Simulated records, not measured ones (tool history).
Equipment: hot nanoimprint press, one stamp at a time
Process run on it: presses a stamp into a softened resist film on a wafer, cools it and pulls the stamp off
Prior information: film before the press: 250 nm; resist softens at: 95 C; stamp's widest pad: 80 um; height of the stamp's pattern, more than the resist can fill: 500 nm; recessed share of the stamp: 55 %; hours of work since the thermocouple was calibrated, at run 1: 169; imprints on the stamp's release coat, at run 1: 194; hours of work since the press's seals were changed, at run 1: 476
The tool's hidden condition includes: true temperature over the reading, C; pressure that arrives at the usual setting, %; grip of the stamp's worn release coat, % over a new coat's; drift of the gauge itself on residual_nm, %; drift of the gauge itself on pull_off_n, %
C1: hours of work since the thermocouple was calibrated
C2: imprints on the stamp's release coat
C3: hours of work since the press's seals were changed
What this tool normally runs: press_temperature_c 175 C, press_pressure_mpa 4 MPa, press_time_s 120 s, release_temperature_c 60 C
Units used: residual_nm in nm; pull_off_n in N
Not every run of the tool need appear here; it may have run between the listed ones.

run 1 hour=0 | press_temperature_c=175 press_pressure_mpa=4 press_time_s=120 release_temperature_c=60 | C1=169 C2=194 C3=476 | residual_nm=128.9 pull_off_n=155
run 2 hour=26 | press_temperature_c=175 press_pressure_mpa=4 press_time_s=120 release_temperature_c=60 | C1=181 C2=276 C3=488 | residual_nm=129.3 pull_off_n=159
run 3 hour=56 | press_temperature_c=175 press_pressure_mpa=4 press_time_s=120 release_temperature_c=60 | C1=195 C2=370 C3=502 | residual_nm=129.8 pull_off_n=158
run 4 hour=85.1 | press_temperature_c=175 press_pressure_mpa=4 press_time_s=120 release_temperature_c=60 | C1=208 C2=462 C3=515 | residual_nm=128.2 pull_off_n=165
run 5 hour=107.1 | press_temperature_c=175 press_pressure_mpa=4 press_time_s=120 release_temperature_c=60 | C1=218 C2=531 C3=525 | residual_nm=128.4 pull_off_n=170
run 6 hour=123 | press_temperature_c=175 press_pressure_mpa=4 press_time_s=120 release_temperature_c=60 | C1=225 C2=581 C3=533 | residual_nm=129.3 pull_off_n=166
run 7 hour=148.4 | press_temperature_c=175 press_pressure_mpa=4 press_time_s=120 release_temperature_c=60 | C1=237 C2=661 C3=544 | residual_nm=129.5 pull_off_n=168
run 8 hour=179.4 | press_temperature_c=175 press_pressure_mpa=4 press_time_s=173 release_temperature_c=60 | C1=251 C2=759 C3=559 | residual_nm=115 pull_off_n=169
run 9 hour=208.2 | press_temperature_c=175 press_pressure_mpa=4 press_time_s=173 release_temperature_c=60 | C1=265 C2=850 C3=572 | residual_nm=114.7 pull_off_n=173
run 10 hour=232.9 | press_temperature_c=175 press_pressure_mpa=4 press_time_s=97 release_temperature_c=60 | C1=276 C2=927 C3=583 | residual_nm=136.2 pull_off_n=176
run 11 hour=264.8 | press_temperature_c=175 press_pressure_mpa=4 press_time_s=97 release_temperature_c=60 | C1=291 C2=1028 C3=598 | residual_nm=137.3 pull_off_n=170
-- hour=269.5 plate thermocouple calibrated
run 12 hour=299.3 | press_temperature_c=175 press_pressure_mpa=4 press_time_s=120 release_temperature_c=60 | C1=14 C2=1127 C3=613 | residual_nm=126.6 pull_off_n=171
-- hour=319.6 stamp cleaned and given a new release coat
run 13 hour=320.6 | press_temperature_c=175 press_pressure_mpa=4 press_time_s=120 release_temperature_c=53 | C1=21 C2=4 C3=620 | residual_nm=125.8 pull_off_n=182
run 14 hour=337.1 | press_temperature_c=187 press_pressure_mpa=3.13 press_time_s=135 release_temperature_c=68 | C1=28 C2=55 C3=627 | residual_nm=100.6 pull_off_n=116
run 15 hour=366.9 | press_temperature_c=176 press_pressure_mpa=3.74 press_time_s=148 release_temperature_c=47 | C1=42 C2=149 C3=641 | residual_nm=119.2 pull_off_n=218
-- hour=397.1 plate thermocouple calibrated, once more
run 16 hour=399 | press_temperature_c=184 press_pressure_mpa=5.31 press_time_s=120 release_temperature_c=60 | C1=1 C2=241 C3=654 | residual_nm=86.9 pull_off_n=160
run 17 hour=419.2 | press_temperature_c=184 press_pressure_mpa=2.54 press_time_s=120 release_temperature_c=60 | C1=10 C2=305 C3=664 | residual_nm=131.1 pull_off_n=163
run 18 hour=448.8 | press_temperature_c=181 press_pressure_mpa=5.41 press_time_s=120 release_temperature_c=47 | C1=24 C2=398 C3=677 | residual_nm=93.8 pull_off_n=220
run 19 hour=465.1 | press_temperature_c=181 press_pressure_mpa=5.41 press_time_s=120 release_temperature_c=47 | C1=31 C2=449 C3=685 | residual_nm=94.4 pull_off_n=227
run 20 hour=478.6 | press_temperature_c=176 press_pressure_mpa=4 press_time_s=63 release_temperature_c=60 | C1=38 C2=492 C3=691 | residual_nm=153.6 pull_off_n=169
run 21 hour=492.7 | press_temperature_c=175 press_pressure_mpa=6.07 press_time_s=67 release_temperature_c=62 | C1=44 C2=536 C3=698 | residual_nm=127.9 pull_off_n=159
run 22 hour=512 | press_temperature_c=180 press_pressure_mpa=4 press_time_s=180 release_temperature_c=60 | C1=53 C2=597 C3=707 | residual_nm=100.3 pull_off_n=169
run 23 hour=542.9 | press_temperature_c=180 press_pressure_mpa=4 press_time_s=180 release_temperature_c=60 | C1=67 C2=694 C3=721 | residual_nm=99.9 pull_off_n=175
run 24 hour=563.1 | press_temperature_c=173 press_pressure_mpa=2.74 press_time_s=180 release_temperature_c=60 | C1=77 C2=758 C3=730 | residual_nm=149.1 pull_off_n=173

Forecast each of these 5 alternatives for the next run:
run A hour=577.9 | press_temperature_c=166 press_pressure_mpa=2.74 press_time_s=63 release_temperature_c=60 | C1=83 C2=805 C3=737 | residual_nm=? pull_off_n=?
run B hour=577.9 | press_temperature_c=175 press_pressure_mpa=4 press_time_s=120 release_temperature_c=68 | C1=83 C2=805 C3=737 | residual_nm=? pull_off_n=?
run C hour=577.9 | press_temperature_c=173 press_pressure_mpa=2.74 press_time_s=213 release_temperature_c=65 | C1=83 C2=805 C3=737 | residual_nm=? pull_off_n=?
run D hour=577.9 | press_temperature_c=173 press_pressure_mpa=3.3 press_time_s=88 release_temperature_c=60 | C1=83 C2=805 C3=737 | residual_nm=? pull_off_n=?
run E hour=577.9 | press_temperature_c=179 press_pressure_mpa=4.06 press_time_s=120 release_temperature_c=54 | C1=83 C2=805 C3=737 | residual_nm=? pull_off_n=?

run=A residual_nm=213.1 pull_off_n=173
run=B residual_nm=131.7 pull_off_n=139
run=C residual_nm=141.7 pull_off_n=148
run=D residual_nm=164.4 pull_off_n=175
run=E residual_nm=116.8 pull_off_n=199
Without the tool's hidden state the same runs would have given:
run=A residual_nm=212.8 pull_off_n=158
run=B residual_nm=130.4 pull_off_n=128
run=C residual_nm=141.1 pull_off_n=136
run=D residual_nm=163.5 pull_off_n=161
run=E residual_nm=115.5 pull_off_n=182
